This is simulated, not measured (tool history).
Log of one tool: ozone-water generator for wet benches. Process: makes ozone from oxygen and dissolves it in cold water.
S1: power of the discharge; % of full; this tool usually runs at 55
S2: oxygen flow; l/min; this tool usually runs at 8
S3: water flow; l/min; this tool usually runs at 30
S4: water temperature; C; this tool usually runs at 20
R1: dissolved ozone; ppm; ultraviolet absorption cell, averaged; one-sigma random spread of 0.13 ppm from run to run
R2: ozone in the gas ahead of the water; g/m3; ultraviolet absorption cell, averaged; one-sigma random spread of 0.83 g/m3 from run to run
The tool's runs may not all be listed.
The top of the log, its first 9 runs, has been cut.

run	hour	S1	S2	S3	S4	R1	R2
10	478.9	55	8	30	20	14.1	128.3
11	526.8	55	8	29	20	14.3	128.7
12	561.4	55	8	29	20	14.2	127.7
13	632	55	8	29	20	14.2	127.3
14	666.2	55	8	29	20	14.1	127.7
15	706.7	55	6.41	30	20	13.2	141.1
16	737.8	55	6.41	30	20	13.6	140.1
17	791.9	54	5.76	30	21	12.5	144.2
18	843.9	54	5.76	30	21	12.6	143.6
19	905.7	55	8	21	17	18.3	128.1
20	956.7	61	13.8	30	20	15.5	111.8
21	986.2	61	13.8	30	23	14.2	111
22	1037.7	61	7.6	30	14	16	140.6
23	1076	61	6.04	30	14	15.2	153.7
# hour 1085.5: contactor cleaned
24	1130.2	65	4.72	19	24	18.8	179.8
25	1162.6	65	4.72	19	24	19.1	178.8
26	1216.3	66	4.72	19	19	20.2	180.9
# hour 1241.3: contactor cleaned, once more
27	1266.3	66	4.72	19	19	21	181.4
28	1302.4	69	11.51	37	15	16.2	130.9
29	1353.6	55	5.24	30	22	12.5	149.9
30	1408.7	70	12.56	19	26	19.3	125.8
31	1470.3	70	12.56	19	26	19.1	128.3
32	1520.6	41	8.89	30	13	12.2	96.2

Consider 5 possible next runs. They are alternatives, not a sequence: every one starts from the tool as it was left by run 32. What does each give?
A	1575.7	55	8	26	20	?	?
B	1575.7	47	12.82	38	13	?	?
C	1575.7	55	8	21	14	?	?
D	1575.7	41	4.47	30	16	?	?
E	1575.7	41	11.46	48	12	?	?

run	R1	R2
A	15.4	125.2
B	11.9	92.1
C	19.4	124
D	10.2	126
E	8.7	86.5
Without the tool's hidden state the same runs would have given:
run	R1	R2
A	16.5	133.2
B	12.7	97
C	20.8	132.1
D	10.8	131.7
E	9.2	90.4
